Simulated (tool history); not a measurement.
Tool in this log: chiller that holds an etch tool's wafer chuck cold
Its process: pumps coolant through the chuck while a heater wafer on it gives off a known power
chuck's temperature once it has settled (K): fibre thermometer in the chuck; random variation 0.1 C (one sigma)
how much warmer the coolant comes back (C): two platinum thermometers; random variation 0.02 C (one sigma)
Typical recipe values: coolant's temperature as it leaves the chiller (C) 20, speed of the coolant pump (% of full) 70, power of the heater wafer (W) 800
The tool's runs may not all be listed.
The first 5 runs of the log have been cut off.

run	hour	coolant's temperature as it leaves the chiller (C)	speed of the coolant pump (% of full)	power of the heater wafer (W)	hours since the coolant was changed and the channels were flushed	hours since the pump was overhauled	hours since the chiller's thermometer was calibrated	chuck's temperature once it has settled (K)	how much warmer the coolant comes back (C)
6	118.9	20	81	800	1704	1136	2936	303.55	2.48
7	135.8	20	79	800	1721	1153	2952	303.75	2.53
8	164.9	20	70	800	1750	1182	2981	304.65	2.85
9	177.8	20	70	800	1763	1195	2994	304.55	2.86
10	200.2	26	70	800	1786	1218	3017	310.55	2.88
11	221.3	26	70	800	1807	1239	3038	310.65	2.86
12	234.9	20	79	800	1820	1252	3052	303.65	2.55
13	256.1	20	79	800	1841	1273	3073	303.55	2.55
14	282.8	11	79	800	1868	1300	3099	294.55	2.52
15	300.6	11	79	800	1886	1318	3117	294.75	2.49
16	314.3	11	79	800	1900	1332	3131	294.85	2.51
17	328.3	19	70	685	1914	1346	3145	302.05	2.41
18	355.6	19	70	685	1941	1373	3172	302.05	2.48
19	370.1	19	70	652	1955	1387	3187	301.65	2.33
20	391.0	20	84	1064	1976	1408	3208	306.65	3.21
21	408.4	25	73	1064	1994	1426	3225	313.05	3.63
22	426.5	22	65	1158	2012	1444	3243	312.65	4.47
# hour 429.0: chiller's thermometer calibrated
23	454.0	22	65	1158	2038	1470	25	312.45	4.40
24	483.6	22	65	1158	2068	1500	55	312.75	4.41
# hour 495.2: chiller's thermometer calibrated, once more
25	511.7	22	65	1158	2095	1527	16	312.45	4.42

What does the tool deliver on the next run?
26	539.9	18	72	445	2123	1555	45	?	?

Run 26 measured chuck's temperature once it has settled (K) 297.25, how much warmer the coolant comes back (C) 1.52.
Had the tool carried no hidden state, the very same run would have given chuck's temperature once it has settled (K) 296.95, how much warmer the coolant comes back (C) 1.50.

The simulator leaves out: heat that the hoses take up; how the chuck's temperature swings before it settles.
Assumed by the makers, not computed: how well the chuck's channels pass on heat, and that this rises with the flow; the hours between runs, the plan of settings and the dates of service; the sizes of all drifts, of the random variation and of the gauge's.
